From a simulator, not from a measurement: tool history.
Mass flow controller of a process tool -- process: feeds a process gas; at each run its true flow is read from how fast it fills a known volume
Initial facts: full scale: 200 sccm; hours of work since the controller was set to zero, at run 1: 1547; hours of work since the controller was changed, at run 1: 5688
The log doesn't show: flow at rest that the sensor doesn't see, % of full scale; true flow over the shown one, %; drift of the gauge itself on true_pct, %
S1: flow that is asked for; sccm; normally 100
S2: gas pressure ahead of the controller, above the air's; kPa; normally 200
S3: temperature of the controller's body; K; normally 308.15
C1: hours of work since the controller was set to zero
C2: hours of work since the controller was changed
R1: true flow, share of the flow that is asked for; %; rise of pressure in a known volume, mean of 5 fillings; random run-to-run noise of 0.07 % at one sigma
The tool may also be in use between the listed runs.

Run 1, hour 0.0: usual settings; C1 1547; C2 5688. Result: R1 97.45 %.
Run 2, hour 356.9: usual settings; C1 1829; C2 5970. Result: R1 97.52 %.
Run 3, hour 636.0: usual settings but S3 294.15 K; C1 2049; C2 6190. Result: R1 98.08 %.
Run 4, hour 840.1: usual settings but S3 294.15 K; C1 2210; C2 6351. Result: R1 98.02 %.
Run 5, hour 1178.9: usual settings but S1 33 sccm, S3 294.15 K; C1 2477; C2 6619. Result: R1 98.77 %.
Run 6, hour 1539.3: usual settings; C1 2762; C2 6903. Result: R1 97.45 %.
Run 7, hour 1888.8: usual settings; C1 3038; C2 7179. Result: R1 97.39 %.
Run 8, hour 2138.2: usual settings but S1 187 sccm, S2 244 kPa; C1 3235; C2 7376. Result: R1 97.69 %.
Run 9, hour 2379.3: usual settings but S1 187 sccm, S2 244 kPa; C1 3425; C2 7567. Result: R1 97.65 %.
Run 10, hour 2645.8: usual settings but S1 36 sccm, S2 224 kPa; C1 3636; C2 7777. Result: R1 98.31 %.
Run 11, hour 2815.5: usual settings but S1 68 sccm, S2 180 kPa; C1 3770; C2 7911. Result: R1 97.77 %.
At hour 3146.0: controller's zero set anew.
Run 12, hour 3165.8: usual settings but S1 150 sccm, S2 259 kPa, S3 312.15 K; C1 16; C2 8187. Result: R1 96.53 %.
Run 13, hour 3332.4: usual settings but S1 36 sccm, S2 270 kPa, S3 305.15 K; C1 147; C2 8319. Result: R1 95.85 %.
Run 14, hour 3503.5: usual settings but S1 36 sccm, S2 152 kPa, S3 305.15 K; C1 282; C2 8454. Result: R1 96.64 %.

Consider 5 possible next runs. They are alternatives, not a sequence: every one starts from the tool as it was left by run 14. What does each give?
Run A, hour 3751.4: usual settings but S2 212 kPa; C1 478; C2 8650. Result: R1 ?.
Run B, hour 3751.4: usual settings but S1 147 sccm, S2 227 kPa, S3 306.15 K; C1 478; C2 8650. Result: R1 ?.
Run C, hour 3751.4: usual settings but S1 40 sccm, S2 182 kPa; C1 478; C2 8650. Result: R1 ?.
Run D, hour 3751.4: usual settings but S2 198 kPa; C1 478; C2 8650. Result: R1 ?.
Run E, hour 3751.4: usual settings but S1 21 sccm; C1 478; C2 8650. Result: R1 ?.

run     R1
  A  96.53
  B  96.89
  C  96.51
  D  96.68
  E  96.47
Stripped of hidden state, with their random variation kept, the same runs would have yielded:
run     R1
  A  98.62
  B  99.02
  C  98.39
  D  98.77
  E  98.04

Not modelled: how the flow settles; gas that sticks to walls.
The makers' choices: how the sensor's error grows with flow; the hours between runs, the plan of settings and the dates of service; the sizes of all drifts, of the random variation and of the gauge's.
